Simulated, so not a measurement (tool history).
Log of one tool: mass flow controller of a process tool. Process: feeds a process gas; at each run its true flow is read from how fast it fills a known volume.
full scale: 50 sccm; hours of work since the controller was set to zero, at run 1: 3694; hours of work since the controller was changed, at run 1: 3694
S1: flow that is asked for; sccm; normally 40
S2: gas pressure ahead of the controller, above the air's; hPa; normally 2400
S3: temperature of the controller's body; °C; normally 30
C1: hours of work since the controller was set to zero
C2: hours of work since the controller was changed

{"run": 1, "hour": 0.0, "S1": 40, "S2": 2400, "S3": 30, "C1": 3694, "C2": 3694, "true flow (%)": 99.79}
{"run": 2, "hour": 109.5, "S1": 40, "S2": 1880, "S3": 30, "C1": 3759, "C2": 3759, "true flow (%)": 99.62}
{"run": 3, "hour": 246.6, "S1": 10, "S2": 1880, "S3": 30, "C1": 3841, "C2": 3841, "true flow (%)": 98.22}
{"run": 4, "hour": 320.2, "S1": 10, "S2": 1880, "S3": 30, "C1": 3884, "C2": 3884, "true flow (%)": 98.24}
{"run": 5, "hour": 384.3, "S1": 10, "S2": 1880, "S3": 30, "C1": 3922, "C2": 3922, "true flow (%)": 98.21}
{"run": 6, "hour": 524.6, "S1": 10, "S2": 1880, "S3": 30, "C1": 4006, "C2": 4006, "true flow (%)": 98.37}
{"run": 7, "hour": 651.6, "S1": 40, "S2": 2400, "S3": 21, "C1": 4081, "C2": 4081, "true flow (%)": 99.56}
{"run": 8, "hour": 741.8, "S1": 31, "S2": 2400, "S3": 30, "C1": 4135, "C2": 4135, "true flow (%)": 99.24}
{"run": 9, "hour": 835.1, "S1": 40, "S2": 2400, "S3": 30, "C1": 4190, "C2": 4190, "true flow (%)": 99.8}
{"run": 10, "hour": 941.0, "S1": 40, "S2": 2400, "S3": 30, "C1": 4253, "C2": 4253, "true flow (%)": 99.89}
{"run": 11, "hour": 1083.1, "S1": 40, "S2": 2400, "S3": 30, "C1": 4337, "C2": 4337, "true flow (%)": 99.71}
{"run": 12, "hour": 1217.2, "S1": 40, "S2": 2400, "S3": 30, "C1": 4417, "C2": 4417, "true flow (%)": 99.72}
{"run": 13, "hour": 1288.6, "S1": 40, "S2": 2400, "S3": 30, "C1": 4459, "C2": 4459, "true flow (%)": 99.64}
{"run": 14, "hour": 1355.6, "S1": 40, "S2": 2400, "S3": 30, "C1": 4499, "C2": 4499, "true flow (%)": 99.84}
{"run": 15, "hour": 1436.1, "S1": 40, "S2": 2400, "S3": 26, "C1": 4547, "C2": 4547, "true flow (%)": 99.75}
{"run": 16, "hour": 1513.5, "S1": 40, "S2": 2400, "S3": 30, "C1": 4592, "C2": 4592, "true flow (%)": 99.79}
{"run": 17, "hour": 1592.9, "S1": 40, "S2": 2400, "S3": 30, "C1": 4640, "C2": 4640, "true flow (%)": 99.79}
{"run": 18, "hour": 1676.6, "S1": 13, "S2": 2400, "S3": 30, "C1": 4689, "C2": 4689, "true flow (%)": 98.61}
{"run": 19, "hour": 1750.1, "S1": 13, "S2": 2400, "S3": 30, "C1": 4733, "C2": 4733, "true flow (%)": 98.52}
{"run": 20, "hour": 1850.8, "S1": 13, "S2": 2400, "S3": 30, "C1": 4793, "C2": 4793, "true flow (%)": 98.53}
{"run": 21, "hour": 1943.4, "S1": 13, "S2": 2400, "S3": 30, "C1": 4848, "C2": 4848, "true flow (%)": 98.44}
{"run": 22, "hour": 2027.1, "S1": 13, "S2": 2400, "S3": 30, "C1": 4897, "C2": 4897, "true flow (%)": 98.49}
{"run": 23, "hour": 2090.7, "S1": 13, "S2": 2400, "S3": 30, "C1": 4935, "C2": 4935, "true flow (%)": 98.46}
{"run": 24, "hour": 2226.5, "S1": 40, "S2": 1590, "S3": 30, "C1": 5016, "C2": 5016, "true flow (%)": 99.73}
{"run": 25, "hour": 2330.1, "S1": 40, "S2": 1590, "S3": 30, "C1": 5077, "C2": 5077, "true flow (%)": 99.63}
{"run": 26, "hour": 2425.9, "S1": 40, "S2": 1590, "S3": 30, "C1": 5134, "C2": 5134, "true flow (%)": 99.63}
{"run": 27, "hour": 2563.3, "S1": 26, "S2": 2150, "S3": 34, "C1": 5215, "C2": 5215, "true flow (%)": 99.27}
{"run": 28, "hour": 2645.4, "S1": 29, "S2": 1720, "S3": 34, "C1": 5264, "C2": 5264, "true flow (%)": 99.18}
{"run": 29, "hour": 2774.2, "S1": 23, "S2": 2400, "S3": 30, "C1": 5341, "C2": 5341, "true flow (%)": 99}
{"run": 30, "hour": 2901.6, "S1": 44, "S2": 2660, "S3": 26, "C1": 5416, "C2": 5416, "true flow (%)": 99.91}
{"run": 31, "hour": 3012.1, "S1": 40, "S2": 2430, "S3": 30, "C1": 5482, "C2": 5482, "true flow (%)": 99.86}
{"run": 32, "hour": 3099.2, "S1": 23, "S2": 2400, "S3": 31, "C1": 5533, "C2": 5533, "true flow (%)": 99.1}
{"run": 33, "hour": 3207.2, "S1": 23, "S2": 2400, "S3": 31, "C1": 5598, "C2": 5598, "true flow (%)": 99}
{"run": 34, "hour": 3282.6, "S1": 35, "S2": 1470, "S3": 30, "C1": 5642, "C2": 5642, "true flow (%)": 99.37}
{"run": 35, "hour": 3400.6, "S1": 15, "S2": 2150, "S3": 30, "C1": 5712, "C2": 5712, "true flow (%)": 98.6}
{"run": 36, "hour": 3483.6, "S1": 13, "S2": 2400, "S3": 30, "C1": 5762, "C2": 5762, "true flow (%)": 98.53}
{"run": 37, "hour": 3571.1, "S1": 13, "S2": 2400, "S3": 30, "C1": 5813, "C2": 5813, "true flow (%)": 98.52}
{"run": 38, "hour": 3669.4, "S1": 6, "S2": 2190, "S3": 28, "C1": 5872, "C2": 5872, "true flow (%)": 98}
{"run": 39, "hour": 3742.2, "S1": 35, "S2": 2400, "S3": 28, "C1": 5915, "C2": 5915, "true flow (%)": 99.6}
{"run": 40, "hour": 3802.9, "S1": 16, "S2": 1490, "S3": 39, "C1": 5951, "C2": 5951, "true flow (%)": 98.65}
{"run": 41, "hour": 3881.8, "S1": 16, "S2": 1490, "S3": 39, "C1": 5998, "C2": 5998, "true flow (%)": 98.64}
{"run": 42, "hour": 3997.2, "S1": 16, "S2": 1660, "S3": 39, "C1": 6066, "C2": 6066, "true flow (%)": 98.78}
{"run": 43, "hour": 4120.3, "S1": 7, "S2": 2170, "S3": 39, "C1": 6139, "C2": 6139, "true flow (%)": 98.49}
{"run": 44, "hour": 4210.8, "S1": 15, "S2": 2500, "S3": 30, "C1": 6193, "C2": 6193, "true flow (%)": 98.63}
{"run": 45, "hour": 4330.0, "S1": 40, "S2": 1430, "S3": 30, "C1": 6264, "C2": 6264, "true flow (%)": 99.64}
{"run": 46, "hour": 4448.6, "S1": 40, "S2": 1430, "S3": 30, "C1": 6334, "C2": 6334, "true flow (%)": 99.53}
{"run": 47, "hour": 4550.3, "S1": 40, "S2": 1430, "S3": 22, "C1": 6395, "C2": 6395, "true flow (%)": 99.47}
{"run": 48, "hour": 4646.3, "S1": 14, "S2": 2400, "S3": 21, "C1": 6451, "C2": 6451, "true flow (%)": 98.36}
{"run": 49, "hour": 4746.3, "S1": 40, "S2": 2120, "S3": 30, "C1": 6511, "C2": 6511, "true flow (%)": 99.71}

Predict each of these 4 candidate next runs independently; none follows another, all start after run 49:
{"run": "A", "hour": 4860.7, "S1": 40, "S2": 2400, "S3": 22, "C1": 6579, "C2": 6579, "true flow (%)": "?"}
{"run": "B", "hour": 4860.7, "S1": 9, "S2": 2120, "S3": 30, "C1": 6579, "C2": 6579, "true flow (%)": "?"}
{"run": "C", "hour": 4860.7, "S1": 40, "S2": 2120, "S3": 22, "C1": 6579, "C2": 6579, "true flow (%)": "?"}
{"run": "D", "hour": 4860.7, "S1": 29, "S2": 2110, "S3": 27, "C1": 6579, "C2": 6579, "true flow (%)": "?"}

run=A true_flow_(%)=99.63
run=B true_flow_(%)=98.3
run=C true_flow_(%)=99.58
run=D true_flow_(%)=99.18
Without the tool's hidden state the same runs would have given:
run=A true_flow_(%)=99.57
run=B true_flow_(%)=98.3
run=C true_flow_(%)=99.52
run=D true_flow_(%)=99.13
